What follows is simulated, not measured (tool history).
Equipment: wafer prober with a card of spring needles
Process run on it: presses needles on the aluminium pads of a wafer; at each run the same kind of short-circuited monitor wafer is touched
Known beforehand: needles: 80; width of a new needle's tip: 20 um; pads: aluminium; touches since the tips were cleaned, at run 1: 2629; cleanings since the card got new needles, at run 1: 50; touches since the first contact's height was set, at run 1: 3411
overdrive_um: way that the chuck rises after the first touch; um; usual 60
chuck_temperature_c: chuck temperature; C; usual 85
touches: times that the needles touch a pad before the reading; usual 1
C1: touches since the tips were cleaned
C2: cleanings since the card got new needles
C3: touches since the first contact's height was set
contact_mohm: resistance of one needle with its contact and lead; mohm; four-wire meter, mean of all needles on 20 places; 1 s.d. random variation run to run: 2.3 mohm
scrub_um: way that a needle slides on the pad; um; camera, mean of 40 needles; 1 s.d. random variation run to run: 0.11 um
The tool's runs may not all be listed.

Run 1, hour 0: usual settings; C1 2629; C2 50; C3 3411. Result: contact_mohm 326 mohm, scrub_um 14.64 um.
At hour 1.5: tips cleaned on abrasive film.
At hour 7.2: tips cleaned on abrasive film.
Run 2, hour 9: usual settings; C1 1062; C2 52; C3 8450. Result: contact_mohm 299 mohm, scrub_um 14.45 um.
At hour 13.5: tips cleaned on abrasive film.
At hour 19.3: tips cleaned on abrasive film.
Run 3, hour 20.1: usual settings; C1 458; C2 54; C3 14639. Result: contact_mohm 288 mohm, scrub_um 14.65 um.
At hour 25.4: tips cleaned on abrasive film.
At hour 31.3: tips cleaned on abrasive film.
Run 4, hour 35.1: usual settings; C1 2154; C2 56; C3 23094. Result: contact_mohm 321 mohm, scrub_um 14.62 um.
At hour 37.5: tips cleaned on abrasive film.
At hour 43.7: tips cleaned on abrasive film.
At hour 50.5: tips cleaned on abrasive film.
Run 5, hour 50.5: usual settings but touches 2; C1 0; C2 59; C3 31714. Result: contact_mohm 268 mohm, scrub_um 14.46 um.
At hour 56.8: tips cleaned on abrasive film.
At hour 63.3: tips cleaned on abrasive film.
Run 6, hour 64.2: usual settings; C1 498; C2 61; C3 39429. Result: contact_mohm 290 mohm, scrub_um 14.58 um.
At hour 69.4: tips cleaned on abrasive film.
At hour 76.1: tips cleaned on abrasive film.
Run 7, hour 76.1: usual settings but overdrive_um 47 um; C1 0; C2 63; C3 46110. Result: contact_mohm 282 mohm, scrub_um 11.32 um.
At hour 82.7: tips cleaned on abrasive film.
At hour 88.4: tips cleaned on abrasive film.
Run 8, hour 93: usual settings; C1 2647; C2 65; C3 55676. Result: contact_mohm 334 mohm, scrub_um 14.3 um.
At hour 94.2: tips cleaned on abrasive film.
At hour 100.9: tips cleaned on abrasive film.
Run 9, hour 103.3: usual settings; C1 1387; C2 67; C3 61457. Result: contact_mohm 312 mohm, scrub_um 14.51 um.
At hour 107.3: tips cleaned on abrasive film.
At hour 113.3: tips cleaned on abrasive film.
At hour 119.8: tips cleaned on abrasive film.
Run 10, hour 120.6: usual settings; C1 472; C2 70; C3 71163. Result: contact_mohm 288 mohm, scrub_um 14.42 um.
At hour 125.8: tips cleaned on abrasive film.
Run 11, hour 128.1: usual settings but chuck_temperature_c 106 C; C1 1330; C2 71; C3 75390. Result: contact_mohm 311 mohm, scrub_um 14.19 um.
At hour 131.5: tips cleaned on abrasive film.
At hour 137.8: tips cleaned on abrasive film.
Run 12, hour 141.7: usual settings; C1 2224; C2 73; C3 83005. Result: contact_mohm 334 mohm, scrub_um 14.33 um.
At hour 144.5: tips cleaned on abrasive film.
At hour 150.4: tips cleaned on abrasive film.
Run 13, hour 154.2: usual settings; C1 2167; C2 75; C3 90044. Result: contact_mohm 327 mohm, scrub_um 14.13 um.
At hour 157: tips cleaned on abrasive film.
At hour 163.8: tips cleaned on abrasive film.
Run 14, hour 166.5: usual settings but overdrive_um 45 um; C1 1544; C2 77; C3 96949. Result: contact_mohm 352 mohm, scrub_um 10.44 um.
At hour 170.5: tips cleaned on abrasive film.
At hour 176.1: tips cleaned on abrasive film.
At hour 182.5: tips cleaned on abrasive film.
Run 15, hour 183.8: usual settings but chuck_temperature_c 108 C; C1 740; C2 80; C3 106694. Result: contact_mohm 297 mohm, scrub_um 14.13 um.
At hour 188.5: tips cleaned on abrasive film.
At hour 194.8: tips cleaned on abrasive film.
Run 16, hour 198.8: usual settings but chuck_temperature_c 108 C; C1 2290; C2 82; C3 115151. Result: contact_mohm 343 mohm, scrub_um 14.06 um.
At hour 201.5: tips cleaned on abrasive film.
At hour 208.2: tips cleaned on abrasive film.
Run 17, hour 212.7: usual settings but overdrive_um 63 um, chuck_temperature_c 108 C, touches 2; C1 2582; C2 84; C3 122973. Result: contact_mohm 308 mohm, scrub_um 14.58 um.

What does the tool deliver on the next run?
At hour 214: tips cleaned on abrasive film.
At hour 219.8: tips cleaned on abrasive film.
At hour 226.2: tips cleaned on abrasive film.
Run 18, hour 226.6: usual settings but overdrive_um 63 um, chuck_temperature_c 108 C, touches 2; C1 238; C2 87; C3 130727. Result: contact_mohm ?, scrub_um ?.

{"run 18": {"contact_mohm": 281, "scrub_um": 14.64}}
With no hidden state in the tool, this same run would have given contact_mohm 270 mohm, scrub_um 15.32 um.
